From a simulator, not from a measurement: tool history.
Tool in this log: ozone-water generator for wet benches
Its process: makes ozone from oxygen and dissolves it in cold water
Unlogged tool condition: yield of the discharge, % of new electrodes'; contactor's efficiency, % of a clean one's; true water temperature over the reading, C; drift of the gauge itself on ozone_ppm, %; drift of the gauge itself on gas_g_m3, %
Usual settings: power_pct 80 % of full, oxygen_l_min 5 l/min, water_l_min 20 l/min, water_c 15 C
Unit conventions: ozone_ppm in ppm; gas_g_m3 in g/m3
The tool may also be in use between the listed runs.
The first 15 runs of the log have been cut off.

run,day,power_pct,oxygen_l_min,water_l_min,water_c,hours of work since the electrodes were changed,hours of work since the contactor was cleaned,hours of work since the thermometer was calibrated,ozone_ppm,gas_g_m3
16,68.996,53,5,20,15,4013,3056,546,20.6,203.1
17,75.05,53,5,20,15,4125,3168,658,21.1,200.6
18,80.112,62,5,20,21,4218,3261,752,20.4,218
19,84.975,62,5,20,21,4308,3351,842,20.5,216.1
20,89.033,82,2.88,20,20,4383,3427,917,22.1,323.1
21,91.508,80,5.01,14,15,4429,3472,963,32.8,243.6
22,95.354,80,5.01,14,15,4500,3543,1034,32.6,244.3
23,98.212,80,3,13,21,4553,3596,1087,30.4,308.6
24,102.888,80,3,20,7,4640,3683,1173,24.6,310.2
25,107.762,95,5.4,24,12,4730,3773,1263,24.7,254.9
26,111.417,95,5.4,24,12,4797,3841,1331,24.5,252.6
27,116.662,55,6.77,18,15,4894,3938,1428,22.6,176.5
28,122.367,55,6.77,18,15,5000,4043,1534,22.7,174.3
29,127.562,80,4.95,15,15,5096,4139,1630,30.3,242.9
30,130.688,46,4.95,28,15,5154,4197,1688,14.5,186.9
31,134.254,46,4.95,18,15,5220,4263,1754,20.2,184.2
32,137.971,46,4.95,18,15,5289,4332,1822,20.6,184.4
33,141.729,97,7.02,19,11,5358,4401,1892,30,224.1

Below are 3 alternative next runs, each starting from the tool's condition after run 33. Predict each:
A,146.712,80,5,19,9,5450,4494,1984,?,?
B,146.712,97,7.02,17,11,5450,4494,1984,?,?
C,146.712,41,3.92,19,7,5450,4494,1984,?,?

run,ozone_ppm,gas_g_m3
A,27.2,239.1
B,32.4,222.1
C,19.6,195.5
Stripped of hidden state, with their random variation kept, the same runs would have yielded:
run,ozone_ppm,gas_g_m3
A,32.4,274.9
B,39.2,258.7
C,22.4,215.2
